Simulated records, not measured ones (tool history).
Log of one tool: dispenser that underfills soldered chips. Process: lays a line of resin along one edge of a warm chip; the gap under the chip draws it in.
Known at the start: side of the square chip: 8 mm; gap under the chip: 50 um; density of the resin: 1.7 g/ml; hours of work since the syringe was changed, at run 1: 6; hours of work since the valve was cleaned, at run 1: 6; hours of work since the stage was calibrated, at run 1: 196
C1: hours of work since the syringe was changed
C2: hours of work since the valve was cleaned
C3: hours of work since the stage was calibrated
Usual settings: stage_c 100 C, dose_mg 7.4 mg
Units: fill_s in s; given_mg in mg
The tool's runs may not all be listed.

Run 1, hour 0: usual settings; C1 6; C2 6; C3 196. Result: fill_s 121.9 s, given_mg 7.34 mg.
At hour 6.6: new syringe of resin.
Run 2, hour 9.7: usual settings; C1 2; C2 13; C3 202. Result: fill_s 97.9 s, given_mg 7.35 mg.
At hour 21.4: new syringe of resin.
Run 3, hour 22.3: usual settings; C1 1; C2 22; C3 211. Result: fill_s 86.5 s, given_mg 7.24 mg.
At hour 36.1: new syringe of resin.
Run 4, hour 37: usual settings; C1 1; C2 32; C3 222. Result: fill_s 88.5 s, given_mg 7.17 mg.
Run 5, hour 48.2: usual settings; C1 9; C2 40; C3 229. Result: fill_s 142.8 s, given_mg 7.08 mg.
At hour 50.7: new syringe of resin.
Run 6, hour 60.9: usual settings but stage_c 111 C, dose_mg 7.95 mg; C1 7; C2 49; C3 238. Result: fill_s 87.2 s, given_mg 7.57 mg.
At hour 64.8: new syringe of resin.
Run 7, hour 73.3: usual settings but stage_c 111 C, dose_mg 7.95 mg; C1 6; C2 57; C3 247. Result: fill_s 84.8 s, given_mg 7.53 mg.

Forecast run 8:
At hour 79: new syringe of resin.
Run 8, hour 90.8: usual settings but stage_c 101 C, dose_mg 7.68 mg; C1 8; C2 70; C3 259. Result: fill_s ?, given_mg ?.

Run 8 gave fill_s 136.8 s, given_mg 7.16 mg.
Without the tool's hidden state the same run would have given fill_s 82.9 s, given_mg 7.68 mg.
